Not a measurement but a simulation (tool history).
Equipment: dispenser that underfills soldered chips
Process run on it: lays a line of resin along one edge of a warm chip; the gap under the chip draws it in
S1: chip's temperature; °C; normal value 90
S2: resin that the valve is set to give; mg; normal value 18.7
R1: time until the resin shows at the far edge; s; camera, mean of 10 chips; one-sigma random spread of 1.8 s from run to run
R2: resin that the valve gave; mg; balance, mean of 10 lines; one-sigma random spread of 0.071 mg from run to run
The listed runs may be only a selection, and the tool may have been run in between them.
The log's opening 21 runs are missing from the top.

run,hour,S1,S2,R1,R2
# hour 101.3: new syringe of resin
22,102.1,79,18.4,276.7,18.17
23,108.6,97,18.7,172.9,18.29
24,113.9,97,18.7,195.6,18.38
# hour 119.5: new syringe of resin
25,119.5,82,17.2,246.8,16.81
26,125.6,82,17.2,279.7,16.97
27,131.7,80,17.3,349,16.93
28,136.1,79,24,372.1,23.38
# hour 137.8: new syringe of resin
29,140.9,89,18.7,210.5,18.29
30,146.5,85,18.7,271.2,18.18
31,151.4,104,21.7,160.1,21.15
# hour 156.3: new syringe of resin
32,157.7,104,21.7,121.6,21.08
33,164,102,19.3,150.8,18.83
34,169.5,101,18.4,176.8,17.73
# hour 172.1: dispensing valve cleaned and set on the balance
35,174.1,101,18.4,189.8,18.39
# hour 175.5: new syringe of resin
36,180.7,101,18.4,149.9,18.49

Branching from run 36: 3 alternative next runs. What would each branch give?
A,185.2,96,23.7,?,?
B,185.2,85,16.1,?,?
C,185.2,86,16.5,?,?

run,R1,R2
A,186.2,23.61
B,288.3,16.01
C,269.2,16.39
Without the tool's hidden state the same runs would have given:
run,R1,R2
A,146.5,23.73
B,226.3,16.09
C,211.4,16.47
